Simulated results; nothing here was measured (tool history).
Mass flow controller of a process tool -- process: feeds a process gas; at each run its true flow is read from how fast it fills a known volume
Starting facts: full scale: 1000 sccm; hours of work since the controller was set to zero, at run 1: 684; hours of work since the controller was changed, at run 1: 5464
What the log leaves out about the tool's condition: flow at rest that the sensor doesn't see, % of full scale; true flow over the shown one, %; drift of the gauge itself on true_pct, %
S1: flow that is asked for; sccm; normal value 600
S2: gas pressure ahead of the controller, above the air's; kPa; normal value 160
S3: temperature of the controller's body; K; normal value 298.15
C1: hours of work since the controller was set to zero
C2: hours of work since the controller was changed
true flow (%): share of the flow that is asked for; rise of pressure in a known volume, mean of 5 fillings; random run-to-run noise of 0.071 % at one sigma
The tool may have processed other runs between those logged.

{"run": 1, "day": 0.0, "S1": 600, "S2": 160, "S3": 298.15, "C1": 684, "C2": 5464, "true flow (%)": 99.94}
{"run": 2, "day": 14.979, "S1": 600, "S2": 160, "S3": 298.15, "C1": 967, "C2": 5747, "true flow (%)": 100.07}
{"run": 3, "day": 35.038, "S1": 600, "S2": 160, "S3": 298.15, "C1": 1345, "C2": 6126, "true flow (%)": 99.94}
{"run": 4, "day": 45.954, "S1": 600, "S2": 189, "S3": 298.15, "C1": 1551, "C2": 6332, "true flow (%)": 99.85}
{"run": 5, "day": 60.229, "S1": 600, "S2": 160, "S3": 298.15, "C1": 1821, "C2": 6601, "true flow (%)": 100.12}
{"run": 6, "day": 78.562, "S1": 600, "S2": 160, "S3": 298.15, "C1": 2167, "C2": 6947, "true flow (%)": 99.92}
{"run": 7, "day": 91.1, "S1": 600, "S2": 160, "S3": 298.15, "C1": 2404, "C2": 7184, "true flow (%)": 99.96}
{"run": 8, "day": 108.108, "S1": 136, "S2": 262, "S3": 300.15, "C1": 2725, "C2": 7505, "true flow (%)": 99.13}
{"run": 9, "day": 123.475, "S1": 600, "S2": 164, "S3": 298.15, "C1": 3015, "C2": 7795, "true flow (%)": 99.98}

Run 10 comes next. What will it give?
{"run": 10, "day": 140.096, "S1": 600, "S2": 201, "S3": 298.15, "C1": 3329, "C2": 8109, "true flow (%)": "?"}

{"run 10": {"true flow (%)": 99.78}}
The same run, on a tool lacking any hidden state, would have yielded true flow (%) 99.77.
